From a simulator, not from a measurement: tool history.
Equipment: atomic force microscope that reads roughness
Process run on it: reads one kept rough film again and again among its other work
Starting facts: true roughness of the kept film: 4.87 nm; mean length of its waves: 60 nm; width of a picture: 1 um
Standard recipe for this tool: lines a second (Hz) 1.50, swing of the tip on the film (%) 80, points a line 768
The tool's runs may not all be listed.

run  hour  lines a second (Hz)  swing of the tip on the film (%)  points a line  roughness of the kept film (nm (root mean square))
  1   0.0                 1.50                                80            768                                               3.948
  2   7.3                 1.50                                80            768                                               3.924
  3  13.6                 1.50                                80            768                                               3.935
  4  21.8                 1.50                                80            768                                               3.910
  5  29.7                 1.50                                80            390                                               3.876
  6  37.4                 1.50                                80            390                                               3.863
  7  43.2                 1.50                                80            895                                               3.880
  8  51.0                 0.94                                80            895                                               4.079
  9  59.3                 1.50                                79            705                                               3.878
 10  68.2                 1.50                                79            705                                               3.893
     72.4  -- new tip fitted
 11  78.4                 0.63                                79            705                                               4.409

What will run 12 give?
 12  83.4                 1.50                                85            625                                                   ?

roughness of the kept film (nm (root mean square)): 3.942
The same run, on a tool lacking any hidden state, would have yielded roughness of the kept film (nm (root mean square)) 3.971.
